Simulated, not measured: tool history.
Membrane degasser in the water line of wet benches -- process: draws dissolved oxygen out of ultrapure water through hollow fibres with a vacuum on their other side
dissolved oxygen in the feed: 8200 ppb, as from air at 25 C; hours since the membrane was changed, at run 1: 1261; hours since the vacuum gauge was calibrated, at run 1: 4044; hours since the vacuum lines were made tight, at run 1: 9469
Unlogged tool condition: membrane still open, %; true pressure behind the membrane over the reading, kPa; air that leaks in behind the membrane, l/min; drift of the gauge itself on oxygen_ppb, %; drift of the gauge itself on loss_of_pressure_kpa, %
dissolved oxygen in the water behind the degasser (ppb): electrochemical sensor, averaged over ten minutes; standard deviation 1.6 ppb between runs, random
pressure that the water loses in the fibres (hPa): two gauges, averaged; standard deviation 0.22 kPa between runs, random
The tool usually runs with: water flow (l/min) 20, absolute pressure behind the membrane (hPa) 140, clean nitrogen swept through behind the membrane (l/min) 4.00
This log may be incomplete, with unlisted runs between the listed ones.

run    hour  water flow (l/min)  absolute pressure behind the membrane (hPa)  clean nitrogen swept through behind the membrane (l/min)  hours since the membrane was changed  hours since the vacuum gauge was calibrated  hours since the vacuum lines were made tight  dissolved oxygen in the water behind the degasser (ppb)  pressure that the water loses in the fibres (hPa)
  1     0.0                  20                                          140                                                      4.00                                  1261                                         4044                                          9469                                                    160.3                                              517.3
  2    84.8                  20                                          140                                                      4.00                                  1346                                         4129                                          9554                                                    157.3                                              520.8
  3   153.7                  20                                          140                                                      4.00                                  1415                                         4198                                          9623                                                    160.5                                              516.9
  4   216.1                  20                                          140                                                      4.00                                  1477                                         4260                                          9685                                                    162.9                                              513.4
  5   301.4                  20                                          140                                                      4.00                                  1563                                         4346                                          9771                                                    162.1                                              520.7
  6   396.3                  20                                          140                                                      4.00                                  1658                                         4441                                          9865                                                    162.4                                              519.3
  7   498.9                  20                                          140                                                      4.00                                  1760                                         4543                                          9968                                                    163.3                                              518.2
  8   559.6                  20                                          140                                                      4.00                                  1821                                         4604                                         10029                                                    162.3                                              519.7
  9   630.6                  20                                          140                                                      4.00                                  1892                                         4675                                         10100                                                    158.5                                              519.3
 10   712.9                  20                                          136                                                      4.00                                  1974                                         4757                                         10182                                                    158.1                                              516.0
 11   817.8                  20                                          136                                                      4.00                                  2079                                         4862                                         10287                                                    157.7                                              515.8
 12   872.3                  20                                          136                                                      6.21                                  2133                                         4916                                         10341                                                    112.7                                              516.5
 13   960.6                  20                                          136                                                      6.21                                  2222                                         5005                                         10430                                                    112.7                                              518.5
 14  1025.9                  20                                          136                                                      6.21                                  2287                                         5070                                         10495                                                    110.7                                              520.2
 15  1090.3                  20                                          136                                                      6.21                                  2351                                         5134                                         10559                                                    110.6                                              526.4
 16  1171.7                  25                                          322                                                      6.21                                  2433                                         5216                                         10641                                                    331.7                                              647.8
 17  1276.7                  18                                          140                                                      4.00                                  2538                                         5321                                         10746                                                    143.6                                              466.0
 18  1375.2                  16                                          140                                                      6.84                                  2636                                         5419                                         10844                                                     79.8                                              416.0
 19  1429.0                  29                                          175                                                      2.17                                  2690                                         5473                                         10898                                                    507.1                                              757.5
 20  1497.4                  20                                          286                                                      2.13                                  2759                                         5542                                         10967                                                    579.4                                              523.9
 21  1595.5                  20                                          286                                                      2.13                                  2857                                         5640                                         11065                                                    575.7                                              519.4
 22  1704.0                  20                                          286                                                      2.13                                  2965                                         5748                                         11173                                                    590.7                                              521.8
 23  1769.6                  19                                          102                                                      2.99                                  3031                                         5814                                         11239                                                    133.1                                              494.2
 24  1879.8                  23                                          140                                                      4.00                                  3141                                         5924                                         11349                                                    194.6                                              600.2
 25  1948.3                  23                                          140                                                      4.00                                  3210                                         5992                                         11417                                                    194.5                                              601.8
 26  2040.1                  23                                          140                                                      3.98                                  3301                                         6084                                         11509                                                    193.2                                              601.3
 27  2151.3                  14                                          140                                                      4.00                                  3413                                         6195                                         11620                                                    106.6                                              364.5
 28  2225.8                  14                                          198                                                     11.80                                  3487                                         6270                                         11695                                                     61.4                                              368.2

Branching from run 28: 5 alternative next runs. What would each branch give?
  A  2289.1                  18                                          171                                                      1.95                                  3550                                         6333                                         11758                                                        ?                                                  ?
  B  2289.1                  28                                          140                                                      4.00                                  3550                                         6333                                         11758                                                        ?                                                  ?
  C  2289.1                  21                                          140                                                      4.00                                  3550                                         6333                                         11758                                                        ?                                                  ?
  D  2289.1                  18                                          140                                                      4.36                                  3550                                         6333                                         11758                                                        ?                                                  ?
  E  2289.1                  12                                          248                                                      2.05                                  3550                                         6333                                         11758                                                        ?                                                  ?

run  dissolved oxygen in the water behind the degasser (ppb)  pressure that the water loses in the fibres (hPa)
  A                                                    334.6                                              470.3
  B                                                    251.4                                              733.7
  C                                                    175.9                                              549.2
  D                                                    134.0                                              468.8
  E                                                    320.5                                              313.5
What these runs would have given with no unlogged condition in the tool:
run  dissolved oxygen in the water behind the degasser (ppb)  pressure that the water loses in the fibres (hPa)
  A                                                    317.2                                              463.5
  B                                                    238.7                                              722.9
  C                                                    165.7                                              541.2
  D                                                    125.4                                              462.0
  E                                                    299.1                                              308.9

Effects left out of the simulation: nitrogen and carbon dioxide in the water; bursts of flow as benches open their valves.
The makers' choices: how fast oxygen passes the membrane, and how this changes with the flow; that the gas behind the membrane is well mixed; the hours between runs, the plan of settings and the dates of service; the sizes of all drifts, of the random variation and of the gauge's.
